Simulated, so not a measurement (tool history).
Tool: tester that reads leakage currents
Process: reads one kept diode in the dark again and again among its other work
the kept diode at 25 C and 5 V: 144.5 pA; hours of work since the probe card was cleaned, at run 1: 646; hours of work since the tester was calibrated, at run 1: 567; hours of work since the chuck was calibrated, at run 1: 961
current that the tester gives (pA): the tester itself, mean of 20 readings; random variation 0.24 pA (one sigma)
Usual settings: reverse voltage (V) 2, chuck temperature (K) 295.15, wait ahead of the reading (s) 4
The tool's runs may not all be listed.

run    hour  reverse voltage (V)  chuck temperature (K)  wait ahead of the reading (s)  hours of work since the probe card was cleaned  hours of work since the tester was calibrated  hours of work since the chuck was calibrated  current that the tester gives (pA)
  1       0                    2                 295.15                              4                                             646                                            567                                           961                               88.73
  2    26.5                 2.81                 295.15                              4                                             659                                            580                                           975                               102.4
  3    62.1                  3.1                 295.15                              4                                             677                                            598                                           992                              106.76
  4    98.1                    2                 324.15                              4                                             695                                            616                                          1011                              726.94
  5   155.8                    2                 315.15                              4                                             724                                            645                                          1040                              394.73
  6   203.4                 1.12                 295.15                              4                                             748                                            669                                          1063                               72.14
  7   250.3                 1.12                 295.15                              4                                             772                                            693                                          1087                               71.98
  8     305                 1.12                 307.15                              4                                             799                                            720                                          1115                              178.62
  9   353.4                 1.12                 307.15                              4                                             823                                            745                                          1139                              179.08
 10   389.6                 1.74                 307.15                              4                                             842                                            763                                          1157                              214.75
 11   442.9                    2                 295.15                           1.07                                             868                                            790                                          1184                               91.57
 12   469.7                    2                 295.15                           1.07                                             882                                            803                                          1197                                92.3
 13   513.4                    2                 295.15                           1.07                                             904                                            825                                          1219                               92.68
 14   547.9                  5.7                 295.15                           1.07                                             921                                            842                                          1237                              140.08
 15   605.1                 5.25                 320.15                           0.38                                             950                                            871                                          1265                              829.23
 16   641.5                 5.25                 320.15                           0.38                                             968                                            889                                          1284                              831.38
 17   677.9                 3.96                 295.15                              4                                             987                                            908                                          1302                              121.26
 18   711.7                 4.47                 295.15                           0.76                                            1004                                            925                                          1319                              129.11
 19   756.4                 1.63                 302.15                            0.4                                            1026                                            947                                          1341                               148.1
      778.8  -- chuck's temperature calibrated
 20   789.5                 1.63                 302.15                            0.4                                            1042                                            963                                             5                               128.9
 21   844.5                    2                 295.15                           0.45                                            1069                                            990                                            33                               82.41
 22   889.7                 2.49                 318.15                              4                                            1092                                           1013                                            56                              485.32
 23   924.3                 2.49                 318.15                              4                                            1109                                           1030                                            73                              481.21
 24   959.9                    2                 314.15                              4                                            1127                                           1048                                            91                               338.7
 25  1002.1                    2                 324.15                              4                                            1149                                           1070                                           112                              665.64
 26  1055.3                 4.85                 307.15                           6.79                                            1175                                           1096                                           139                              291.73
 27  1106.5                    2                 307.15                           6.92                                            1201                                           1122                                           165                              204.74
 28  1137.1                 1.48                 308.15                           0.93                                            1216                                           1137                                           180                              196.77

Hidden state at the last listed run before each entry between runs and at the first one after, where it differs:
Between runs 19 and 20: chuck's temperature calibrated (hour 778.8)
  stray current of the dirty probe card, pA a volt: 0.328 -> 0.332; current scale over the true one, %: 0.63 -> 0.64; true chuck temperature over the reading, C: 1.76 -> -0.02
  measured less the result without the state, current that the tester gives (pA): +19.59 -> +1.17
